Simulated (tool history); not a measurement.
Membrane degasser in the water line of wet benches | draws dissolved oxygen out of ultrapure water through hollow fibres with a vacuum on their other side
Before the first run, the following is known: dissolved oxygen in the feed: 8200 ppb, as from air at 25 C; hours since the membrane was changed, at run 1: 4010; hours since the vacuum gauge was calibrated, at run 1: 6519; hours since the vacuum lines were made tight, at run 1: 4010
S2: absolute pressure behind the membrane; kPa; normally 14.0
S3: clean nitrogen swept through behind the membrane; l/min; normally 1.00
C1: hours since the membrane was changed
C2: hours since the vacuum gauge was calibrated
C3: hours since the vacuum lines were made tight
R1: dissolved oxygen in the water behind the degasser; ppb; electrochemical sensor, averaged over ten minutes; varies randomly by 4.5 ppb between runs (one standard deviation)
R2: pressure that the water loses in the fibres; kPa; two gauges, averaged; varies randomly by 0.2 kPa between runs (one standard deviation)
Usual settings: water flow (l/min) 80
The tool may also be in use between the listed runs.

{"run": 1, "day": 0.0, "water flow (l/min)": 80, "S2": 14.0, "S3": 1.0, "C1": 4010, "C2": 6519, "C3": 4010, "R1": 1305.1, "R2": 43.11}
{"run": 2, "day": 5.625, "water flow (l/min)": 80, "S2": 18.9, "S3": 1.0, "C1": 4145, "C2": 6654, "C3": 4145, "R1": 1804.9, "R2": 43.49}
{"run": 3, "day": 8.812, "water flow (l/min)": 80, "S2": 18.9, "S3": 1.0, "C1": 4221, "C2": 6730, "C3": 4221, "R1": 1790.8, "R2": 43.11}
{"run": 4, "day": 11.604, "water flow (l/min)": 53, "S2": 14.0, "S3": 1.0, "C1": 4288, "C2": 6797, "C3": 4288, "R1": 994.3, "R2": 28.45}
{"run": 5, "day": 15.829, "water flow (l/min)": 53, "S2": 14.0, "S3": 1.0, "C1": 4390, "C2": 6899, "C3": 4390, "R1": 999.5, "R2": 28.56}
{"day": 16.117, "done": "vacuum gauge calibrated"}
{"run": 6, "day": 21.229, "water flow (l/min)": 53, "S2": 14.0, "S3": 1.0, "C1": 4519, "C2": 123, "C3": 4519, "R1": 993.6, "R2": 28.42}
{"run": 7, "day": 25.158, "water flow (l/min)": 53, "S2": 14.0, "S3": 1.0, "C1": 4613, "C2": 217, "C3": 4613, "R1": 1004.8, "R2": 28.51}
{"run": 8, "day": 30.458, "water flow (l/min)": 76, "S2": 34.4, "S3": 2.61, "C1": 4740, "C2": 344, "C3": 4740, "R1": 1620.4, "R2": 41.31}
{"run": 9, "day": 36.412, "water flow (l/min)": 69, "S2": 22.2, "S3": 1.12, "C1": 4883, "C2": 487, "C3": 4883, "R1": 1806.3, "R2": 37.61}
{"run": 10, "day": 42.475, "water flow (l/min)": 69, "S2": 22.2, "S3": 1.12, "C1": 5029, "C2": 633, "C3": 5029, "R1": 1793.6, "R2": 37.54}
{"run": 11, "day": 45.575, "water flow (l/min)": 69, "S2": 22.2, "S3": 1.12, "C1": 5103, "C2": 707, "C3": 5103, "R1": 1783.8, "R2": 37.6}
{"run": 12, "day": 51.596, "water flow (l/min)": 49, "S2": 21.1, "S3": 1.0, "C1": 5247, "C2": 851, "C3": 5247, "R1": 1469.2, "R2": 26.93}
{"day": 52.496, "done": "vacuum gauge calibrated, once more"}
{"run": 13, "day": 55.421, "water flow (l/min)": 49, "S2": 30.4, "S3": 1.33, "C1": 5339, "C2": 70, "C3": 5339, "R1": 1682.7, "R2": 26.37}

Measured less the same run without the tool's hidden state. The same run-to-run variation is in both; the gauge's scatter may not be:
Unlogged tool condition in this case: membrane still open, %; true pressure behind the membrane over the reading, kPa; air that leaks in behind the membrane, l/min; drift of the gauge itself on oxygen_ppb, %; drift of the gauge itself on loss_of_pressure_kpa, %.
run=1 R1=+20.2 R2=+1.11
run=2 R1=+18.1 R2=+1.15
run=3 R1=+18.3 R2=+1.17
run=4 R1=+17.4 R2=+0.80
run=5 R1=+17.8 R2=+0.81
run=6 R1=+20.5 R2=+0.83
run=7 R1=+21.0 R2=+0.85
run=8 R1=+14.9 R2=+1.26
run=9 R1=+20.4 R2=+1.18
run=10 R1=+20.6 R2=+1.21
run=11 R1=+20.7 R2=+1.23
run=12 R1=+20.0 R2=+0.91
run=13 R1=+3.6 R2=+0.91
